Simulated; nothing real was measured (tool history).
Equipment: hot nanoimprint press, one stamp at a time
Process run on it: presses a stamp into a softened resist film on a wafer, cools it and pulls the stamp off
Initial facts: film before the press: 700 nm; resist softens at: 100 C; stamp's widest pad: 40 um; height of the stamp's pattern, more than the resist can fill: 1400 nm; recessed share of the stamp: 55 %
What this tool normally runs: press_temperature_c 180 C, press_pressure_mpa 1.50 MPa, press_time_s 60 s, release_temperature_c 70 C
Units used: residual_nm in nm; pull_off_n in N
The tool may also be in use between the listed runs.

run	day	press_temperature_c	press_pressure_mpa	press_time_s	release_temperature_c	residual_nm	pull_off_n
1	0.000	180	1.50	60	70	367.4	198
2	0.604	180	1.50	31	70	445.1	198
3	1.029	180	1.50	31	70	443.9	202
4	1.633	180	1.50	60	70	366.6	197
5	2.004	180	1.50	68	70	352.2	195
6	2.396	180	1.50	68	70	351.6	196
7	2.842	180	1.50	51	70	384.0	198
8	3.121	180	1.50	51	70	385.9	200
9	3.371	180	1.50	51	70	385.1	197
10	3.708	180	1.50	51	70	384.1	198
11	4.138	180	1.50	51	70	384.3	197
12	4.696	183	1.50	60	70	338.1	199
# day 4.971: stamp cleaned and given a new release coat
13	5.317	179	1.50	97	58	320.4	230
14	5.771	179	1.66	63	58	350.1	225
15	6.042	180	1.88	56	70	331.5	196

Estimate the outcome of run 16 from the log above:
16	6.533	180	1.88	56	70	?	?

residual_nm: 332.6 nm
pull_off_n: 196 N
With the hidden condition absent and the run-to-run variation left alone, this run would have shown residual_nm 335.7 nm, pull_off_n 196 N.
